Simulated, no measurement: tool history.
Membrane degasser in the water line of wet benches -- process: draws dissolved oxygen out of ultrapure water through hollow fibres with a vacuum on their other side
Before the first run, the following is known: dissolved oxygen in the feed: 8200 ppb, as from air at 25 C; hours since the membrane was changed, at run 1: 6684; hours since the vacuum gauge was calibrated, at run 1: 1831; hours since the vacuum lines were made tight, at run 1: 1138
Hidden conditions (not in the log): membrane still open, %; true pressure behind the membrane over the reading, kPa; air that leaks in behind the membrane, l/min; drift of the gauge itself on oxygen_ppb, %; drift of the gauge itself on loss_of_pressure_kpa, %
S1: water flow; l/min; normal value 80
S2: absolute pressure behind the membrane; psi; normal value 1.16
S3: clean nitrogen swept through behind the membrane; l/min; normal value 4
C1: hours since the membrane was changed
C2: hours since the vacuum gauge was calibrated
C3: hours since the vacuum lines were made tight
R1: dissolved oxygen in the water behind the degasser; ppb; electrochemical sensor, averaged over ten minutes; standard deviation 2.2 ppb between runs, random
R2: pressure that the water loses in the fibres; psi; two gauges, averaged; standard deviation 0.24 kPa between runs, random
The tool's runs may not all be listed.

run 1 hour=0 | S1=80 S2=1.16 S3=4 | C1=6684 C2=1831 C3=1138 | R1=233.1 R2=9.548
run 2 hour=110 | S1=80 S2=1.16 S3=4 | C1=6794 C2=1941 C3=1248 | R1=233.4 R2=9.559
run 3 hour=340.1 | S1=80 S2=1.16 S3=4 | C1=7024 C2=2171 C3=1478 | R1=230.3 R2=9.523
run 4 hour=450.9 | S1=80 S2=1.16 S3=4 | C1=7135 C2=2282 C3=1589 | R1=232.8 R2=9.575
run 5 hour=673.5 | S1=80 S2=1.16 S3=2.04 | C1=7358 C2=2504 C3=1811 | R1=397.5 R2=9.652
run 6 hour=798.9 | S1=71 S2=1.16 S3=2.04 | C1=7483 C2=2630 C3=1937 | R1=354.6 R2=8.557
run 7 hour=1027.4 | S1=80 S2=1.16 S3=4 | C1=7712 C2=2858 C3=2165 | R1=233.2 R2=9.629
run 8 hour=1169.2 | S1=80 S2=1.16 S3=4 | C1=7854 C2=3000 C3=2307 | R1=237.7 R2=9.638
run 9 hour=1392.9 | S1=80 S2=1.16 S3=1.9 | C1=8077 C2=3224 C3=2531 | R1=414.7 R2=9.668
run 10 hour=1608.2 | S1=80 S2=1.16 S3=1.9 | C1=8293 C2=3439 C3=2746 | R1=422.7 R2=9.639
run 11 hour=1821.1 | S1=80 S2=1.16 S3=1.9 | C1=8506 C2=3652 C3=2959 | R1=419.3 R2=9.722
run 12 hour=1997.8 | S1=80 S2=1.16 S3=4 | C1=8682 C2=3829 C3=3136 | R1=235.8 R2=9.648
run 13 hour=2123.7 | S1=76 S2=1.16 S3=4 | C1=8808 C2=3955 C3=3262 | R1=219.9 R2=9.258
run 14 hour=2339.6 | S1=80 S2=1.16 S3=4 | C1=9024 C2=4170 C3=3478 | R1=233.3 R2=9.689
run 15 hour=2507.1 | S1=80 S2=1.16 S3=4 | C1=9191 C2=4338 C3=3645 | R1=237.1 R2=9.789
-- hour=2558.5 vacuum gauge calibrated
run 16 hour=2617.8 | S1=80 S2=1.16 S3=8.44 | C1=9302 C2=59 C3=3755 | R1=131.1 R2=9.747
run 17 hour=2781.1 | S1=80 S2=1.16 S3=11.89 | C1=9465 C2=223 C3=3919 | R1=99.5 R2=9.719
run 18 hour=2881 | S1=80 S2=1.16 S3=11.89 | C1=9565 C2=322 C3=4018 | R1=100.6 R2=9.719
run 19 hour=3083.6 | S1=80 S2=0.805 S3=3.6 | C1=9767 C2=525 C3=4221 | R1=147.4 R2=9.787
run 20 hour=3305.1 | S1=80 S2=0.805 S3=3.6 | C1=9989 C2=747 C3=4443 | R1=150 R2=9.783
run 21 hour=3533.9 | S1=51 S2=1.16 S3=11.05 | C1=10218 C2=975 C3=4671 | R1=60.6 R2=6.302
-- hour=3681.3 vacuum gauge calibrated, once more
run 22 hour=3745.1 | S1=51 S2=1.16 S3=4.84 | C1=10428 C2=64 C3=4882 | R1=121.2 R2=6.266
run 23 hour=3849.1 | S1=51 S2=1.16 S3=1.64 | C1=10532 C2=168 C3=4986 | R1=304 R2=6.261
run 24 hour=4003.7 | S1=115 S2=0.775 S3=1.98 | C1=10687 C2=322 C3=5141 | R1=314.2 R2=14.143
run 25 hour=4159.5 | S1=101 S2=0.775 S3=8.69 | C1=10843 C2=478 C3=5296 | R1=113.4 R2=12.45
run 26 hour=4289.1 | S1=101 S2=0.775 S3=8.69 | C1=10973 C2=608 C3=5426 | R1=112.7 R2=12.543
run 27 hour=4390.3 | S1=83 S2=1.143 S3=6.83 | C1=11074 C2=709 C3=5527 | R1=155.8 R2=10.272
run 28 hour=4603.6 | S1=83 S2=1.143 S3=6.83 | C1=11287 C2=922 C3=5741 | R1=156.3 R2=10.277
run 29 hour=4720 | S1=73 S2=1.645 S3=2.98 | C1=11403 C2=1039 C3=5857 | R1=425.1 R2=9.053
run 30 hour=4943.7 | S1=113 S2=0.831 S3=4 | C1=11627 C2=1262 C3=6081 | R1=238.3 R2=14.045
run 31 hour=5078.6 | S1=123 S2=1.168 S3=7.33 | C1=11762 C2=1397 C3=6216 | R1=297.8 R2=15.297
run 32 hour=5211.1 | S1=80 S2=2.071 S3=2.66 | C1=11894 C2=1530 C3=6348 | R1=685.4 R2=9.942

Forecast each of these 4 alternatives for the next run:
run A hour=5396.4 | S1=80 S2=2.071 S3=7.55 | C1=12080 C2=1715 C3=6533 | R1=? R2=?
run B hour=5396.4 | S1=80 S2=2.405 S3=2.66 | C1=12080 C2=1715 C3=6533 | R1=? R2=?
run C hour=5396.4 | S1=80 S2=2.322 S3=4 | C1=12080 C2=1715 C3=6533 | R1=? R2=?
run D hour=5396.4 | S1=91 S2=1.421 S3=2.66 | C1=12080 C2=1715 C3=6533 | R1=? R2=?

run=A R1=295.2 R2=9.957
run=B R1=789.8 R2=9.964
run=C R1=565.5 R2=9.99
run=D R1=485.3 R2=11.396
What these runs would have given with no unlogged condition in the tool:
run=A R1=281.9 R2=9.024
run=B R1=773.8 R2=9.031
run=C R1=550.3 R2=9.058
run=D R1=462.5 R2=10.33

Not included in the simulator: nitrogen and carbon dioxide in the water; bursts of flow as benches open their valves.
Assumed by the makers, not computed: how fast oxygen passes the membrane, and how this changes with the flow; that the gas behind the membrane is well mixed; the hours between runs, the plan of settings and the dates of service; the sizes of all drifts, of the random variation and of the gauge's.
